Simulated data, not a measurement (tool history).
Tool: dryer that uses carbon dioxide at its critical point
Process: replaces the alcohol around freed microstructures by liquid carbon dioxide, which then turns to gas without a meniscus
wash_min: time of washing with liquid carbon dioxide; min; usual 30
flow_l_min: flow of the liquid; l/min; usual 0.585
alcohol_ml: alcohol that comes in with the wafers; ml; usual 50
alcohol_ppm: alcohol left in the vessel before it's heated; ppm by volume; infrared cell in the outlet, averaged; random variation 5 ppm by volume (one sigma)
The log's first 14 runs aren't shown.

run    hour  wash_min  flow_l_min  alcohol_ml  alcohol_ppm
      650.5  -- inlet filter changed
 15   675.9        30       0.585          85          139
 16   716.1        30       0.585          50          127
 17   761.4        30       0.585          50          117
 18   805.8        29       0.808          50          107
 19   851.1        27       0.859          87          109
 20   885.4        27       0.402          50          482
 21   912.8        27       0.776          46          120
 22   949.6        30       0.989          46          100
 23   987.3        30       0.989          46          119
     1030.1  -- purifier's bed changed
 24  1039.6        30       0.757          57            4
 25    1072        30       0.712          34            8
 26  1110.9        30       0.712          34           26
 27  1154.2        45       0.458          50           30
 28  1215.1        45       0.458          50           32
 29  1271.9        45       0.458          50           40
     1303.6  -- inlet filter changed
 30  1303.6        43       0.585          56           28
 31  1363.3        43       0.585          56           33

4 ways to go on from here, each from the tool as it stands after run 31. What would each give?
  A  1394.6        43       0.393          50            ?
  B  1394.6        19        0.43          69            ?
  C  1394.6        25       0.585          56            ?
  D  1394.6        24       0.585          43            ?

run  alcohol_ppm
  A           62
  B         1374
  C          112
  D          115
Without the tool's hidden state the same runs would have given:
run  alcohol_ppm
  A           36
  B         1280
  C           81
  D           85
